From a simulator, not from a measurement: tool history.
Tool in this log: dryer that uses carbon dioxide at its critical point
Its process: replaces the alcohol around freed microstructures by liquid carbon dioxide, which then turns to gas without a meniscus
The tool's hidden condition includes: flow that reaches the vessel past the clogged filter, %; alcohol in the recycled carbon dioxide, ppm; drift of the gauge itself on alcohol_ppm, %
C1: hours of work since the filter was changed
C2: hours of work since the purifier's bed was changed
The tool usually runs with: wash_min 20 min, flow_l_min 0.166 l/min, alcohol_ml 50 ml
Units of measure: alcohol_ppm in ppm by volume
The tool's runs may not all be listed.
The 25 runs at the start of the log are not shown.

Run 26, hour 272.3: usual settings but wash_min 31 min, alcohol_ml 95 ml; C1 385; C2 335. Result: alcohol_ppm 277 ppm by volume.
Run 27, hour 282.1: usual settings but wash_min 13 min, flow_l_min 0.177 l/min; C1 392; C2 343. Result: alcohol_ppm 4912 ppm by volume.
Run 28, hour 296.0: usual settings but wash_min 13 min, flow_l_min 0.177 l/min; C1 403; C2 354. Result: alcohol_ppm 5080 ppm by volume.
Run 29, hour 304.4: usual settings but wash_min 13 min, flow_l_min 0.265 l/min; C1 409; C2 360. Result: alcohol_ppm 1258 ppm by volume.
Run 30, hour 315.0: usual settings but wash_min 13 min, flow_l_min 0.265 l/min; C1 418; C2 369. Result: alcohol_ppm 1290 ppm by volume.
Run 31, hour 330.4: usual settings but alcohol_ml 60 ml; C1 430; C2 381. Result: alcohol_ppm 1696 ppm by volume.
Run 32, hour 343.3: usual settings but flow_l_min 0.229 l/min; C1 440; C2 391. Result: alcohol_ppm 359 ppm by volume.
Run 33, hour 349.6: usual settings but wash_min 27 min, flow_l_min 0.114 l/min, alcohol_ml 41 ml; C1 444; C2 395. Result: alcohol_ppm 1491 ppm by volume.
Run 34, hour 363.6: usual settings but wash_min 27 min, flow_l_min 0.114 l/min, alcohol_ml 41 ml; C1 455; C2 406. Result: alcohol_ppm 1492 ppm by volume.
Run 35, hour 373.5: usual settings but wash_min 27 min, flow_l_min 0.114 l/min, alcohol_ml 41 ml; C1 463; C2 414. Result: alcohol_ppm 1506 ppm by volume.
Run 36, hour 380.4: usual settings but wash_min 17 min, flow_l_min 0.115 l/min, alcohol_ml 41 ml; C1 468; C2 419. Result: alcohol_ppm 6523 ppm by volume.
Run 37, hour 395.6: usual settings but wash_min 14 min, flow_l_min 0.251 l/min, alcohol_ml 21 ml; C1 480; C2 431. Result: alcohol_ppm 589 ppm by volume.
Run 38, hour 402.5: usual settings but flow_l_min 0.117 l/min; C1 486; C2 437. Result: alcohol_ppm 4884 ppm by volume.
Run 39, hour 414.2: usual settings but flow_l_min 0.117 l/min; C1 495; C2 446. Result: alcohol_ppm 4729 ppm by volume.
Run 40, hour 426.4: usual settings but flow_l_min 0.117 l/min; C1 504; C2 455. Result: alcohol_ppm 4697 ppm by volume.
Run 41, hour 433.2: usual settings but flow_l_min 0.117 l/min; C1 509; C2 460. Result: alcohol_ppm 4808 ppm by volume.
Run 42, hour 441.1: usual settings but flow_l_min 0.106 l/min; C1 516; C2 466. Result: alcohol_ppm 6387 ppm by volume.
Run 43, hour 447.8: usual settings but alcohol_ml 70 ml; C1 521; C2 472. Result: alcohol_ppm 2090 ppm by volume.
Run 44, hour 457.1: usual settings but flow_l_min 0.122 l/min; C1 528; C2 479. Result: alcohol_ppm 4271 ppm by volume.
Run 45, hour 465.0: usual settings but flow_l_min 0.122 l/min; C1 534; C2 485. Result: alcohol_ppm 4321 ppm by volume.
Run 46, hour 474.5: usual settings but flow_l_min 0.252 l/min, alcohol_ml 103 ml; C1 541; C2 492. Result: alcohol_ppm 466 ppm by volume.
Run 47, hour 489.4: usual settings but alcohol_ml 87 ml; C1 553; C2 504. Result: alcohol_ppm 2679 ppm by volume.

Forecast each of these 3 alternatives for the next run:
Run A, hour 500.6: usual settings but wash_min 25 min, flow_l_min 0.131 l/min; C1 562; C2 513. Result: alcohol_ppm ?.
Run B, hour 500.6: usual settings but wash_min 17 min, flow_l_min 0.151 l/min, alcohol_ml 67 ml; C1 562; C2 513. Result: alcohol_ppm ?.
Run C, hour 500.6: usual settings but wash_min 28 min, flow_l_min 0.225 l/min; C1 562; C2 513. Result: alcohol_ppm ?.

run  alcohol_ppm
  A         1569
  B         5055
  C          131
Take away the tool's hidden state, keep each run's random variation, and the runs would have read:
run  alcohol_ppm
  A          948
  B         3516
  C           13

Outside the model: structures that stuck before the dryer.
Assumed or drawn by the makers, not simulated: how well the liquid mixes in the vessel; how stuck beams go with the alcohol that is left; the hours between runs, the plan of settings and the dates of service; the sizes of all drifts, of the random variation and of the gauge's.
